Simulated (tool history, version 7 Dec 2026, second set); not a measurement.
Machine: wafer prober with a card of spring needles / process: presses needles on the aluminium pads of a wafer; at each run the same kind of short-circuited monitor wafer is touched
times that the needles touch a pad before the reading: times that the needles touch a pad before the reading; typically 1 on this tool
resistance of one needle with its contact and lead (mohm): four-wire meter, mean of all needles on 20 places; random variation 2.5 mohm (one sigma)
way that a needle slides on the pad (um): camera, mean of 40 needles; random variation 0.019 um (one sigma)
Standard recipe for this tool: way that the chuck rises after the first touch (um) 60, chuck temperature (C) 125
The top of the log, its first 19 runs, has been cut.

run,hour,way that the chuck rises after the first touch (um),chuck temperature (C),times that the needles touch a pad before the reading,resistance of one needle with its contact and lead (mohm),way that a needle slides on the pad (um)
# hour 500.3: tips cleaned on abrasive film
# hour 524.7: tips cleaned on abrasive film
20,527.6,60,34,1,286,12.37
# hour 548.3: tips cleaned on abrasive film
21,567.8,48,38,2,330,9.88
# hour 571.2: tips cleaned on abrasive film
# hour 596.0: tips cleaned on abrasive film
22,596.0,59,47,1,276,12.19
# hour 610.4: height of the first contact set anew
# hour 620.0: tips cleaned on abrasive film
23,624.6,60,89,1,302,12.51
# hour 642.5: tips cleaned on abrasive film
24,642.5,60,89,1,287,12.41
# hour 666.9: tips cleaned on abrasive film
25,680.9,76,61,1,294,15.77
# hour 690.6: tips cleaned on abrasive film
26,709.9,76,63,1,312,15.72
# hour 714.9: tips cleaned on abrasive film
27,726.7,76,63,1,296,15.70
# hour 738.5: tips cleaned on abrasive film
28,755.6,76,102,2,296,15.71
# hour 764.1: tips cleaned on abrasive film
29,783.6,76,102,1,312,15.70
# hour 787.4: tips cleaned on abrasive film
30,801.6,76,102,1,311,15.66
# hour 810.7: tips cleaned on abrasive film
# hour 811.0: height of the first contact set anew
31,827.1,76,102,1,313,15.81
# hour 835.0: tips cleaned on abrasive film
# hour 858.7: tips cleaned on abrasive film
32,861.8,76,102,1,289,15.77

Each row is a separate what-if for the run after 32, all from the same tool condition, not one after another. Results?
# hour 882.3: tips cleaned on abrasive film
A,889.1,66,102,1,?,?
# hour 882.3: tips cleaned on abrasive film
B,889.1,54,95,3,?,?
# hour 882.3: tips cleaned on abrasive film
C,889.1,77,30,2,?,?

run,resistance of one needle with its contact and lead (mohm),way that a needle slides on the pad (um)
A,308,13.68
B,294,11.18
C,272,15.97
The same runs, with their run-to-run variation unchanged, on a tool lacking any hidden condition would have given:
run,resistance of one needle with its contact and lead (mohm),way that a needle slides on the pad (um)
A,277,13.75
B,275,11.24
C,255,16.03

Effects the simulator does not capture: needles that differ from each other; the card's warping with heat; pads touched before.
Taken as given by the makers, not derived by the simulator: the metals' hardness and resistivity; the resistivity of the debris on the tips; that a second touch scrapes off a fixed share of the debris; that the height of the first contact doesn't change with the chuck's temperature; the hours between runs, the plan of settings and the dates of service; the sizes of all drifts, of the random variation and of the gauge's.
